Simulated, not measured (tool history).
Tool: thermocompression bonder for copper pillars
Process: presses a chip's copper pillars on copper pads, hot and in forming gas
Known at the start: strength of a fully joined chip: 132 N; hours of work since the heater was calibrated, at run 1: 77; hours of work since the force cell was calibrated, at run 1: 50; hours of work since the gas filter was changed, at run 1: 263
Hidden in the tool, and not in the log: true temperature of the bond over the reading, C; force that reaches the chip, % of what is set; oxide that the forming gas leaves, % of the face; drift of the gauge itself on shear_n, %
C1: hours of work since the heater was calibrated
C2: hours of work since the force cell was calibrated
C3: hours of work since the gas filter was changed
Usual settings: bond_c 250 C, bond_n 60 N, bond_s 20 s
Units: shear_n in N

run 1 hour=0 | bond_c=250 bond_n=60 bond_s=20 | C1=77 C2=50 C3=263 | shear_n=79.6
run 2 hour=24.2 | bond_c=250 bond_n=60 bond_s=20 | C1=92 C2=66 C3=278 | shear_n=79.5
run 3 hour=37.9 | bond_c=250 bond_n=60 bond_s=20 | C1=101 C2=75 C3=287 | shear_n=79.2
run 4 hour=51 | bond_c=250 bond_n=60 bond_s=20 | C1=109 C2=83 C3=295 | shear_n=79.7
run 5 hour=70.3 | bond_c=250 bond_n=60 bond_s=37 | C1=122 C2=95 C3=307 | shear_n=94
run 6 hour=96.2 | bond_c=250 bond_n=60 bond_s=37 | C1=138 C2=112 C3=324 | shear_n=93.8
run 7 hour=123.9 | bond_c=250 bond_n=60 bond_s=20 | C1=156 C2=129 C3=341 | shear_n=78.6
run 8 hour=138.5 | bond_c=250 bond_n=60 bond_s=20 | C1=165 C2=139 C3=351 | shear_n=78.6
-- hour=152.7 forming gas filter changed
run 9 hour=165.2 | bond_c=226 bond_n=60 bond_s=20 | C1=182 C2=155 C3=8 | shear_n=59
run 10 hour=181.3 | bond_c=226 bond_n=60 bond_s=20 | C1=192 C2=165 C3=18 | shear_n=59
run 11 hour=200.6 | bond_c=250 bond_n=60 bond_s=20 | C1=204 C2=178 C3=30 | shear_n=80.7
run 12 hour=218.7 | bond_c=250 bond_n=60 bond_s=20 | C1=216 C2=189 C3=42 | shear_n=80.1
run 13 hour=242.2 | bond_c=250 bond_n=60 bond_s=20 | C1=231 C2=204 C3=57 | shear_n=79.9
run 14 hour=261.9 | bond_c=250 bond_n=60 bond_s=20 | C1=243 C2=217 C3=69 | shear_n=79.7
run 15 hour=275 | bond_c=250 bond_n=60 bond_s=20 | C1=251 C2=225 C3=78 | shear_n=79.7
run 16 hour=304.7 | bond_c=250 bond_n=60 bond_s=20 | C1=270 C2=244 C3=97 | shear_n=80.1
run 17 hour=329.3 | bond_c=250 bond_n=60 bond_s=20 | C1=286 C2=259 C3=112 | shear_n=78.7
run 18 hour=345.9 | bond_c=250 bond_n=60 bond_s=20 | C1=297 C2=270 C3=123 | shear_n=79
run 19 hour=369.2 | bond_c=268 bond_n=60 bond_s=20 | C1=311 C2=285 C3=138 | shear_n=95.4
run 20 hour=388 | bond_c=250 bond_n=60 bond_s=20 | C1=323 C2=297 C3=150 | shear_n=78.9
run 21 hour=417.6 | bond_c=250 bond_n=60 bond_s=20 | C1=342 C2=316 C3=168 | shear_n=77.8
run 22 hour=431 | bond_c=250 bond_n=60 bond_s=20 | C1=351 C2=324 C3=177 | shear_n=79
run 23 hour=453.2 | bond_c=271 bond_n=60 bond_s=20 | C1=365 C2=338 C3=191 | shear_n=96.3
run 24 hour=478.6 | bond_c=222 bond_n=47 bond_s=14 | C1=381 C2=354 C3=207 | shear_n=40.8
run 25 hour=499.6 | bond_c=222 bond_n=47 bond_s=14 | C1=394 C2=368 C3=221 | shear_n=40.8
run 26 hour=527.4 | bond_c=250 bond_n=64 bond_s=20 | C1=412 C2=385 C3=238 | shear_n=79.7
run 27 hour=543.9 | bond_c=238 bond_n=39 bond_s=24 | C1=422 C2=396 C3=249 | shear_n=58.9
run 28 hour=561.5 | bond_c=238 bond_n=39 bond_s=24 | C1=434 C2=407 C3=260 | shear_n=58.8
run 29 hour=578.6 | bond_c=238 bond_n=39 bond_s=24 | C1=444 C2=418 C3=271 | shear_n=57.8
run 30 hour=591.5 | bond_c=238 bond_n=39 bond_s=54 | C1=453 C2=426 C3=279 | shear_n=76.5
run 31 hour=604.9 | bond_c=256 bond_n=55 bond_s=12 | C1=461 C2=435 C3=287 | shear_n=67.6
run 32 hour=625.2 | bond_c=266 bond_n=60 bond_s=51 | C1=474 C2=448 C3=300 | shear_n=110.7
run 33 hour=652.2 | bond_c=260 bond_n=43 bond_s=33 | C1=491 C2=465 C3=317 | shear_n=87.5
run 34 hour=666.4 | bond_c=260 bond_n=43 bond_s=33 | C1=500 C2=474 C3=327 | shear_n=87.7
run 35 hour=688.7 | bond_c=254 bond_n=37 bond_s=51 | C1=514 C2=488 C3=341 | shear_n=87.3
run 36 hour=710.2 | bond_c=279 bond_n=38 bond_s=22 | C1=528 C2=502 C3=354 | shear_n=89.3
-- hour=717 forming gas filter changed
-- hour=729.4 heater calibrated with a thermocouple chip
run 37 hour=740.6 | bond_c=279 bond_n=38 bond_s=42 | C1=7 C2=519 C3=14 | shear_n=108.3
run 38 hour=763.4 | bond_c=251 bond_n=60 bond_s=19 | C1=22 C2=534 C3=28 | shear_n=81.8
run 39 hour=783.9 | bond_c=253 bond_n=39 bond_s=24 | C1=35 C2=547 C3=41 | shear_n=75.8
run 40 hour=811.8 | bond_c=255 bond_n=82 bond_s=19 | C1=52 C2=565 C3=59 | shear_n=94

3 ways to go on from here, each from the tool as it stands after run 40. What would each give?
run A hour=840.1 | bond_c=250 bond_n=40 bond_s=20 | C1=70 C2=583 C3=77 | shear_n=?
run B hour=840.1 | bond_c=250 bond_n=53 bond_s=11 | C1=70 C2=583 C3=77 | shear_n=?
run C hour=840.1 | bond_c=255 bond_n=82 bond_s=27 | C1=70 C2=583 C3=77 | shear_n=?

run=A shear_n=69.4
run=B shear_n=64.7
run=C shear_n=101.2
Without the tool's hidden state the same runs would have given:
run=A shear_n=69.2
run=B shear_n=64.5
run=C shear_n=101.3
